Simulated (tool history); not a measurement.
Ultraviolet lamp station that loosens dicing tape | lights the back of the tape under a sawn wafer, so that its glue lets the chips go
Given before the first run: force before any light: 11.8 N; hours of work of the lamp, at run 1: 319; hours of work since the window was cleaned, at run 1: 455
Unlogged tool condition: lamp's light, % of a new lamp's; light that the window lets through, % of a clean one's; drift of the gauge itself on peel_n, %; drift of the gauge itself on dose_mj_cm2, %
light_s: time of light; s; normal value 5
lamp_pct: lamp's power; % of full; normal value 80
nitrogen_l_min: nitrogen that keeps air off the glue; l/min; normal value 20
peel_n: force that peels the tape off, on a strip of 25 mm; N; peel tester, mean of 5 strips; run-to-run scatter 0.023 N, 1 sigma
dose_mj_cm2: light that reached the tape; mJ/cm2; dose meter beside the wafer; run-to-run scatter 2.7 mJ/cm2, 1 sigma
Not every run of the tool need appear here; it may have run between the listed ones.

run,day,light_s,lamp_pct,nitrogen_l_min,hours of work of the lamp,hours of work since the window was cleaned,peel_n,dose_mj_cm2
1,0.000,5,80,20,319,455,1.683,316
2,0.562,5,80,20,329,465,1.616,311
3,1.521,5,80,20,346,482,1.627,305
4,2.175,5,80,20,357,494,1.660,310
5,2.592,5,80,20,365,501,1.660,309
6,3.225,5,80,20,376,513,1.646,307
7,3.650,5,80,20,384,520,1.702,308
# day 3.758: window cleaned of glue's vapour
8,4.171,5,80,7,393,7,2.734,295
9,4.762,5,80,7,403,18,2.797,289
10,5.754,5,83,20,421,35,1.768,304
11,6.646,5,71,20,436,51,2.193,250
12,7.171,5,67,20,446,61,2.461,237
13,7.912,5,80,8,459,74,2.733,283
14,8.492,5,80,8,469,84,2.730,285
# day 8.762: window cleaned of glue's vapour, once more
15,9.046,9,80,27,479,5,0.329,563
16,10.033,9,80,27,496,23,0.334,559
17,10.758,4,73,9,509,35,3.535,224
18,11.329,3,79,11,519,46,4.182,182
19,12.050,8,91,7,532,58,0.803,554
20,13.021,5,62,20,549,76,2.613,234
21,13.829,7,62,11,563,90,1.947,324
22,14.721,7,62,11,579,106,1.973,323
23,15.196,7,62,11,588,114,1.952,324
24,16.062,5,63,22,603,129,2.547,233

Each row is a separate what-if for the run after 24, all from the same tool condition, not one after another. Results?
A,16.858,5,84,23,617,144,?,?
B,16.858,5,80,7,617,144,?,?
C,16.858,4,80,30,617,144,?,?

run,peel_n,dose_mj_cm2
A,1.553,307
B,2.815,293
C,2.303,234
Take away the tool's hidden state, keep each run's random variation, and the runs would have read:
run,peel_n,dose_mj_cm2
A,0.931,389
B,1.931,371
C,1.507,297
